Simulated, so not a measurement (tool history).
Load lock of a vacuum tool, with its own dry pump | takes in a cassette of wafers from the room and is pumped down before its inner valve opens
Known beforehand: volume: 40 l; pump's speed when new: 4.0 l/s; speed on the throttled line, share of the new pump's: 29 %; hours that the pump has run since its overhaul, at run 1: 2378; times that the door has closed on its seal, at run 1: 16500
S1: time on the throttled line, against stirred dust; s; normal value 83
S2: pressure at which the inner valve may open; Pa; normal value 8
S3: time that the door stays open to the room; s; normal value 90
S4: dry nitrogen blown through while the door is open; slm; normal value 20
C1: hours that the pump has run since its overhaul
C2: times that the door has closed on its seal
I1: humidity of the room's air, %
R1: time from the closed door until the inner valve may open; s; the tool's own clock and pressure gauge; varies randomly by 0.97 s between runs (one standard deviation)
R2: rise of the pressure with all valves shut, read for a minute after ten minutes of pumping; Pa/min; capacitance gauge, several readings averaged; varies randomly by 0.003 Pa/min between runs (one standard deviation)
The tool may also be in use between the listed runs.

{"run": 1, "hour": 0.0, "S1": 83, "S2": 8, "S3": 90, "S4": 20, "C1": 2378, "C2": 16500, "I1": 44.3, "R1": 154.2, "R2": 0.012}
{"run": 2, "hour": 135.7, "S1": 83, "S2": 16, "S3": 90, "S4": 20, "C1": 2513, "C2": 16712, "I1": 44.8, "R1": 146.7, "R2": 0.015}
{"run": 3, "hour": 296.5, "S1": 83, "S2": 16, "S3": 90, "S4": 20, "C1": 2674, "C2": 16963, "I1": 47.9, "R1": 147.9, "R2": 0.025}
{"run": 4, "hour": 396.1, "S1": 83, "S2": 12, "S3": 90, "S4": 20, "C1": 2774, "C2": 17118, "I1": 47.9, "R1": 150.8, "R2": 0.015}
{"run": 5, "hour": 482.9, "S1": 83, "S2": 8, "S3": 131, "S4": 20, "C1": 2861, "C2": 17254, "I1": 44.7, "R1": 153.1, "R2": 0.022}
{"run": 6, "hour": 618.4, "S1": 83, "S2": 8, "S3": 131, "S4": 20, "C1": 2996, "C2": 17466, "I1": 45.5, "R1": 154.2, "R2": 0.023}
{"run": 7, "hour": 717.3, "S1": 83, "S2": 8, "S3": 131, "S4": 20, "C1": 3095, "C2": 17620, "I1": 46.9, "R1": 153.6, "R2": 0.019}
{"run": 8, "hour": 868.3, "S1": 83, "S2": 8, "S3": 131, "S4": 20, "C1": 3246, "C2": 17856, "I1": 43.3, "R1": 155.6, "R2": 0.023}
{"run": 9, "hour": 999.1, "S1": 83, "S2": 7, "S3": 90, "S4": 20, "C1": 3377, "C2": 18060, "I1": 47.0, "R1": 155.8, "R2": 0.015}
{"run": 10, "hour": 1074.3, "S1": 83, "S2": 7, "S3": 90, "S4": 20, "C1": 3452, "C2": 18177, "I1": 48.1, "R1": 156.2, "R2": 0.018}
{"run": 11, "hour": 1172.9, "S1": 117, "S2": 10, "S3": 187, "S4": 7, "C1": 3551, "C2": 18331, "I1": 42.8, "R1": 176.6, "R2": 0.042}
{"run": 12, "hour": 1260.3, "S1": 66, "S2": 10, "S3": 187, "S4": 6, "C1": 3638, "C2": 18467, "I1": 42.4, "R1": 139.6, "R2": 0.046}
{"run": 13, "hour": 1329.5, "S1": 66, "S2": 10, "S3": 187, "S4": 6, "C1": 3707, "C2": 18575, "I1": 46.0, "R1": 140.0, "R2": 0.048}
{"run": 14, "hour": 1421.2, "S1": 66, "S2": 10, "S3": 187, "S4": 6, "C1": 3799, "C2": 18719, "I1": 44.5, "R1": 138.4, "R2": 0.049}
{"run": 15, "hour": 1561.5, "S1": 66, "S2": 10, "S3": 187, "S4": 6, "C1": 3939, "C2": 18937, "I1": 40.8, "R1": 139.6, "R2": 0.044}
{"run": 16, "hour": 1648.2, "S1": 104, "S2": 10, "S3": 27, "S4": 6, "C1": 4026, "C2": 19073, "I1": 42.8, "R1": 166.6, "R2": 0.014}
{"run": 17, "hour": 1789.6, "S1": 104, "S2": 10, "S3": 27, "S4": 6, "C1": 4167, "C2": 19294, "I1": 47.6, "R1": 166.8, "R2": 0.022}
{"run": 18, "hour": 1855.6, "S1": 104, "S2": 10, "S3": 27, "S4": 6, "C1": 4233, "C2": 19397, "I1": 42.2, "R1": 165.5, "R2": 0.01}
{"run": 19, "hour": 2010.7, "S1": 83, "S2": 10, "S3": 90, "S4": 21, "C1": 4388, "C2": 19639, "I1": 44.7, "R1": 152.6, "R2": 0.017}

What if the next run were any one of these 4? Each begins from the tool's condition after run 19:
{"run": "A", "hour": 2170.8, "S1": 83, "S2": 8, "S3": 31, "S4": 20, "C1": 4549, "C2": 19889, "I1": 47.4, "R1": "?", "R2": "?"}
{"run": "B", "hour": 2170.8, "S1": 137, "S2": 7, "S3": 90, "S4": 20, "C1": 4549, "C2": 19889, "I1": 41.4, "R1": "?", "R2": "?"}
{"run": "C", "hour": 2170.8, "S1": 83, "S2": 8, "S3": 146, "S4": 20, "C1": 4549, "C2": 19889, "I1": 45.8, "R1": "?", "R2": "?"}
{"run": "D", "hour": 2170.8, "S1": 121, "S2": 10, "S3": 26, "S4": 10, "C1": 4549, "C2": 19889, "I1": 41.4, "R1": "?", "R2": "?"}

run=A R1=153.7 R2=0.013
run=B R1=194.1 R2=0.016
run=C R1=155.0 R2=0.020
run=D R1=176.5 R2=0.014
With the hidden condition removed and each run's random variation left untouched, the same runs would have given:
run=A R1=153.7 R2=0.011
run=B R1=194.1 R2=0.015
run=C R1=155.0 R2=0.018
run=D R1=176.4 R2=0.012

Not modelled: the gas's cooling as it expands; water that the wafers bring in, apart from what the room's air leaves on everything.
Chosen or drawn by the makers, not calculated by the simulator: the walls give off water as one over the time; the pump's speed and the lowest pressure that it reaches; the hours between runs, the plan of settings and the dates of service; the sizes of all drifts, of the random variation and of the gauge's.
